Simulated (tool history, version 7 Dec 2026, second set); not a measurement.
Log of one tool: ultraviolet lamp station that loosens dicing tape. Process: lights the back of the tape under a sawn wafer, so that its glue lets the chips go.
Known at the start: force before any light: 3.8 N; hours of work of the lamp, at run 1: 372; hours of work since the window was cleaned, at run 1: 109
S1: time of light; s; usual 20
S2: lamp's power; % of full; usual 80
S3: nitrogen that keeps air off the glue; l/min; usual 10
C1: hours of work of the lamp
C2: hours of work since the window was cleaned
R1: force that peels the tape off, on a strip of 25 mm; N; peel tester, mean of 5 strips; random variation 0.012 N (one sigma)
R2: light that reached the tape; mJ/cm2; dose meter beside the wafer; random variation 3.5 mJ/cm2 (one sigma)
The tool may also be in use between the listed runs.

run 1 hour=0.0 | S1=20 S2=80 S3=10 | C1=372 C2=109 | R1=0.792 R2=436
run 2 hour=43.4 | S1=20 S2=79 S3=10 | C1=390 C2=126 | R1=0.791 R2=423
run 3 hour=65.3 | S1=20 S2=79 S3=10 | C1=399 C2=135 | R1=0.847 R2=412
run 4 hour=91.3 | S1=20 S2=80 S3=5 | C1=409 C2=146 | R1=1.023 R2=416
run 5 hour=125.0 | S1=25 S2=80 S3=5 | C1=423 C2=159 | R1=0.793 R2=517
run 6 hour=151.0 | S1=25 S2=80 S3=5 | C1=434 C2=170 | R1=0.799 R2=504
run 7 hour=194.7 | S1=20 S2=80 S3=10 | C1=451 C2=188 | R1=0.861 R2=392
run 8 hour=226.1 | S1=20 S2=80 S3=4 | C1=464 C2=200 | R1=1.189 R2=389
run 9 hour=258.7 | S1=20 S2=80 S3=4 | C1=477 C2=214 | R1=1.222 R2=383
run 10 hour=278.7 | S1=20 S2=80 S3=4 | C1=486 C2=222 | R1=1.190 R2=380
run 11 hour=311.6 | S1=20 S2=80 S3=4 | C1=499 C2=235 | R1=1.249 R2=375
run 12 hour=357.6 | S1=20 S2=80 S3=4 | C1=518 C2=254 | R1=1.217 R2=367
run 13 hour=384.0 | S1=20 S2=68 S3=4 | C1=528 C2=264 | R1=1.503 R2=306
run 14 hour=416.6 | S1=20 S2=80 S3=10 | C1=542 C2=278 | R1=1.003 R2=349
run 15 hour=439.9 | S1=20 S2=80 S3=10 | C1=551 C2=287 | R1=0.984 R2=351
run 16 hour=472.0 | S1=20 S2=80 S3=10 | C1=564 C2=300 | R1=1.061 R2=348
run 17 hour=492.6 | S1=20 S2=80 S3=10 | C1=572 C2=308 | R1=1.074 R2=342
run 18 hour=530.7 | S1=22 S2=72 S3=10 | C1=588 C2=324 | R1=1.103 R2=333
-- hour=536.4 window cleaned of glue's vapour
run 19 hour=565.5 | S1=15 S2=80 S3=10 | C1=602 C2=12 | R1=1.544 R2=240
run 20 hour=610.6 | S1=34 S2=96 S3=4 | C1=620 C2=30 | R1=0.628 R2=629
run 21 hour=650.7 | S1=16 S2=96 S3=4 | C1=636 C2=46 | R1=1.536 R2=290
run 22 hour=680.9 | S1=12 S2=92 S3=17 | C1=649 C2=59 | R1=1.522 R2=205
-- hour=685.3 window cleaned of glue's vapour, once more
run 23 hour=718.7 | S1=12 S2=92 S3=17 | C1=664 C2=14 | R1=1.369 R2=238
run 24 hour=750.9 | S1=20 S2=82 S3=19 | C1=677 C2=27 | R1=0.862 R2=356
run 25 hour=788.7 | S1=17 S2=82 S3=19 | C1=692 C2=42 | R1=1.055 R2=296
run 26 hour=829.5 | S1=17 S2=82 S3=19 | C1=709 C2=59 | R1=1.109 R2=295
-- hour=833.3 lamp changed
run 27 hour=861.4 | S1=17 S2=82 S3=19 | C1=11 C2=71 | R1=0.568 R2=482
run 28 hour=900.8 | S1=22 S2=84 S3=13 | C1=27 C2=87 | R1=0.461 R2=627
run 29 hour=945.0 | S1=10 S2=84 S3=12 | C1=45 C2=105 | R1=1.227 R2=282
run 30 hour=981.8 | S1=10 S2=85 S3=12 | C1=60 C2=120 | R1=1.203 R2=283
run 31 hour=1018.1 | S1=38 S2=80 S3=10 | C1=75 C2=135 | R1=0.281 R2=994
run 32 hour=1039.1 | S1=38 S2=80 S3=10 | C1=84 C2=143 | R1=0.270 R2=982

Run 33 comes next. What will it give?
run 33 hour=1060.9 | S1=40 S2=70 S3=10 | C1=92 C2=152 | R1=? R2=?

{"run 33": {"R1": 0.308, "R2": 892}}
Without the tool's hidden state the same run would have given R1 0.278 N, R2 1008 mJ/cm2.

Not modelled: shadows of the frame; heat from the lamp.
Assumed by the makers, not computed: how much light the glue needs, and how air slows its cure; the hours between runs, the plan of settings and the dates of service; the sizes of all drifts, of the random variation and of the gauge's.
